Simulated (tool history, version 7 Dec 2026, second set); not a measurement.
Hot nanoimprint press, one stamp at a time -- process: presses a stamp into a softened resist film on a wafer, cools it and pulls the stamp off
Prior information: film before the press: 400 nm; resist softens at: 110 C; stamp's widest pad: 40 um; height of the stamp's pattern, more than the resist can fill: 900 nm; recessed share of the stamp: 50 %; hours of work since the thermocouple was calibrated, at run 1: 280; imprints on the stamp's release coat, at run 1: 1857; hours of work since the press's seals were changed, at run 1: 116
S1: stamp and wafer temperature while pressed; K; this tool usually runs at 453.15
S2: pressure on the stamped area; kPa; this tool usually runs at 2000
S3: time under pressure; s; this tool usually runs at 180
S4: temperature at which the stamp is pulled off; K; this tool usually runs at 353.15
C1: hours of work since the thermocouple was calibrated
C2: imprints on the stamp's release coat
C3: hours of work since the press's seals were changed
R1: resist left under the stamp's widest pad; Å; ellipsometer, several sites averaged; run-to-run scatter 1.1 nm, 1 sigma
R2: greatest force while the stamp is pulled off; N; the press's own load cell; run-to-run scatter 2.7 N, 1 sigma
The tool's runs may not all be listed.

run 1 hour=0 | S1=453.15 S2=2000 S3=180 S4=353.15 | C1=280 C2=1857 C3=116 | R1=1672 R2=190
run 2 hour=4.8 | S1=453.15 S2=2000 S3=180 S4=353.15 | C1=282 C2=1873 C3=118 | R1=1666 R2=189
run 3 hour=15.3 | S1=453.15 S2=1420 S3=180 S4=353.15 | C1=286 C2=1907 C3=122 | R1=1932 R2=194
-- hour=19.2 plate thermocouple calibrated
run 4 hour=27.7 | S1=453.15 S2=2000 S3=180 S4=354.15 | C1=3 C2=1937 C3=126 | R1=1604 R2=190
run 5 hour=33.2 | S1=453.15 S2=2000 S3=180 S4=354.15 | C1=6 C2=1955 C3=128 | R1=1589 R2=180
run 6 hour=43.7 | S1=453.15 S2=2000 S3=180 S4=354.15 | C1=10 C2=1990 C3=133 | R1=1621 R2=188
run 7 hour=49.4 | S1=453.15 S2=2000 S3=180 S4=354.15 | C1=12 C2=2008 C3=135 | R1=1607 R2=190
run 8 hour=58.6 | S1=453.15 S2=2000 S3=180 S4=353.15 | C1=16 C2=2038 C3=139 | R1=1607 R2=193
run 9 hour=63.6 | S1=453.15 S2=2000 S3=180 S4=353.15 | C1=18 C2=2055 C3=141 | R1=1608 R2=195
run 10 hour=69.1 | S1=453.15 S2=2000 S3=180 S4=356.15 | C1=20 C2=2072 C3=143 | R1=1594 R2=179
run 11 hour=76.7 | S1=447.15 S2=2000 S3=180 S4=353.15 | C1=24 C2=2097 C3=146 | R1=2073 R2=205
run 12 hour=81.9 | S1=447.15 S2=2000 S3=180 S4=353.15 | C1=26 C2=2114 C3=148 | R1=2045 R2=196

Run 13, settings as shown, results not yet in. Your forecast:
run 13 hour=91.4 | S1=447.15 S2=1520 S3=205 S4=353.15 | C1=30 C2=2145 C3=152 | R1=? R2=?

Run 13 yielded R1 2220 Å, R2 193 N.
Were there no unlogged condition in the tool, this run, its random variation unchanged, would have produced R1 2180 Å, R2 122 N.

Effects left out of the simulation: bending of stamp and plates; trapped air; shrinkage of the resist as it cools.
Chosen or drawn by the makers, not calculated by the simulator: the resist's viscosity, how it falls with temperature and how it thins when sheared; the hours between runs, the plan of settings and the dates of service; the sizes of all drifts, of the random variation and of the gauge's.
